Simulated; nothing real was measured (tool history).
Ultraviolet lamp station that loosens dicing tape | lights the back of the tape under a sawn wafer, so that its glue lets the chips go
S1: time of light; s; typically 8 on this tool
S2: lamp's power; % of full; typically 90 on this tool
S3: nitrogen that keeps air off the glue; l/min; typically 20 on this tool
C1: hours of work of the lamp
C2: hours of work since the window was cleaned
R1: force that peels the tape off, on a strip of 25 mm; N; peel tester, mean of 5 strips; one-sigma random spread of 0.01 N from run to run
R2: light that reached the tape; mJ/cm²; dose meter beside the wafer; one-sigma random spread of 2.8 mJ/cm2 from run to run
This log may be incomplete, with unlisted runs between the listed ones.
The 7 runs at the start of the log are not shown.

run	hour	S1	S2	S3	C1	C2	R1	R2
8	309.2	6	90	20	1822	342	1.769	207
# hour 316.1: window cleaned of glue's vapour
9	376.1	8	90	20	1870	43	1.129	260
10	428.4	12	90	20	1908	81	0.474	393
# hour 466.3: lamp changed
11	479.9	8	90	20	10	117	0.599	353
# hour 538.6: window cleaned of glue's vapour, once more
12	549.7	8	84	20	60	8	0.542	367
13	605.4	8	66	20	99	48	1.015	279
14	637.4	8	66	20	122	71	1.039	282
15	681.6	8	90	20	154	103	0.498	380
16	746.0	8	90	20	200	149	0.537	367
17	815.7	8	90	20	250	199	0.532	365
18	859.7	8	90	20	282	230	0.541	363
19	921.0	14	90	20	326	274	0.185	622
20	975.5	14	90	20	365	313	0.192	619
# hour 1021.6: window cleaned of glue's vapour
21	1039.3	14	90	20	410	13	0.181	650
22	1103.0	8	90	20	456	58	0.565	367
23	1135.0	8	90	10	479	81	1.060	372
24	1188.0	5	72	20	517	119	2.301	180
25	1222.3	11	72	15	542	144	0.607	394
26	1261.2	11	72	15	570	172	0.607	397
27	1316.8	7	88	11	610	212	1.420	298
28	1373.2	7	88	11	650	252	1.463	305
29	1426.1	8	90	10	688	290	1.223	345

For run 30, what comes out?
30	1464.2	8	90	7	715	318	?	?

{"run 30": {"R1": 1.65, "R2": 341}}
Minus the tool's unlogged condition, the same run would have read R1 1.249 N, R2 395 mJ/cm².
